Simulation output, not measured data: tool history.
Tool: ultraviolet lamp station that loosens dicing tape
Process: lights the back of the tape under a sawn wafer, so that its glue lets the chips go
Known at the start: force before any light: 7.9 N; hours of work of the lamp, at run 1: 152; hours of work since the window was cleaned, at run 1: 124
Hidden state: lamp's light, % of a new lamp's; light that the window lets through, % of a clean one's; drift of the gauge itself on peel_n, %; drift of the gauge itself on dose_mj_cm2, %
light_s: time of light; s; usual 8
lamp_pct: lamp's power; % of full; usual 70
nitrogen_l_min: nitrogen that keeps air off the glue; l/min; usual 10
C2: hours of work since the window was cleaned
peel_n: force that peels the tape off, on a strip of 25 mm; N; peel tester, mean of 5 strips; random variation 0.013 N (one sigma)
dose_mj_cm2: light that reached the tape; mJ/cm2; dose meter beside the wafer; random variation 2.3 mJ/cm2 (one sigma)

Run 1, hour 0: usual settings; hours of work of the lamp 152; C2 124. Result: peel_n 0.762 N, dose_mj_cm2 200 mJ/cm2.
Run 2, hour 14.9: usual settings; hours of work of the lamp 161; C2 133. Result: peel_n 0.782 N, dose_mj_cm2 200 mJ/cm2.
Run 3, hour 24.7: usual settings; hours of work of the lamp 168; C2 139. Result: peel_n 0.827 N, dose_mj_cm2 199 mJ/cm2.
Run 4, hour 37.3: usual settings; hours of work of the lamp 176; C2 147. Result: peel_n 0.782 N, dose_mj_cm2 195 mJ/cm2.
Run 5, hour 54.9: usual settings; hours of work of the lamp 187; C2 159. Result: peel_n 0.791 N, dose_mj_cm2 195 mJ/cm2.
Run 6, hour 68.2: usual settings; hours of work of the lamp 195; C2 167. Result: peel_n 0.847 N, dose_mj_cm2 191 mJ/cm2.
Run 7, hour 80: usual settings but light_s 10 s; hours of work of the lamp 203; C2 175. Result: peel_n 0.541 N, dose_mj_cm2 241 mJ/cm2.
Run 8, hour 95.5: usual settings but lamp_pct 62 % of full; hours of work of the lamp 213; C2 185. Result: peel_n 1.061 N, dose_mj_cm2 169 mJ/cm2.
Run 9, hour 117.3: usual settings but lamp_pct 63 % of full; hours of work of the lamp 227; C2 199. Result: peel_n 1.042 N, dose_mj_cm2 168 mJ/cm2.
Run 10, hour 128.8: usual settings but nitrogen_l_min 16 l/min; hours of work of the lamp 234; C2 206. Result: peel_n 0.681 N, dose_mj_cm2 190 mJ/cm2.
Run 11, hour 146.2: usual settings but light_s 5 s; hours of work of the lamp 245; C2 217. Result: peel_n 1.966 N, dose_mj_cm2 119 mJ/cm2.

Forecast each of these 4 alternatives for the next run:
Run A, hour 156.8: usual settings but lamp_pct 62 % of full, nitrogen_l_min 8 l/min; hours of work of the lamp 252; C2 224. Result: peel_n ?, dose_mj_cm2 ?.
Run B, hour 156.8: usual settings but light_s 5 s, lamp_pct 98 % of full; hours of work of the lamp 252; C2 224. Result: peel_n ?, dose_mj_cm2 ?.
Run C, hour 156.8: usual settings but light_s 5 s, lamp_pct 62 % of full; hours of work of the lamp 252; C2 224. Result: peel_n ?, dose_mj_cm2 ?.
Run D, hour 156.8: usual settings but light_s 5 s, lamp_pct 77 % of full, nitrogen_l_min 12 l/min; hours of work of the lamp 252; C2 224. Result: peel_n ?, dose_mj_cm2 ?.

run  peel_n  dose_mj_cm2
  A   1.205          163
  B   1.109          163
  C   2.229          104
  D   1.587          129
Without the tool's hidden state the same runs would have given:
run  peel_n  dose_mj_cm2
  A   0.853          198
  B   0.778          197
  C   1.727          126
  D   1.162          156
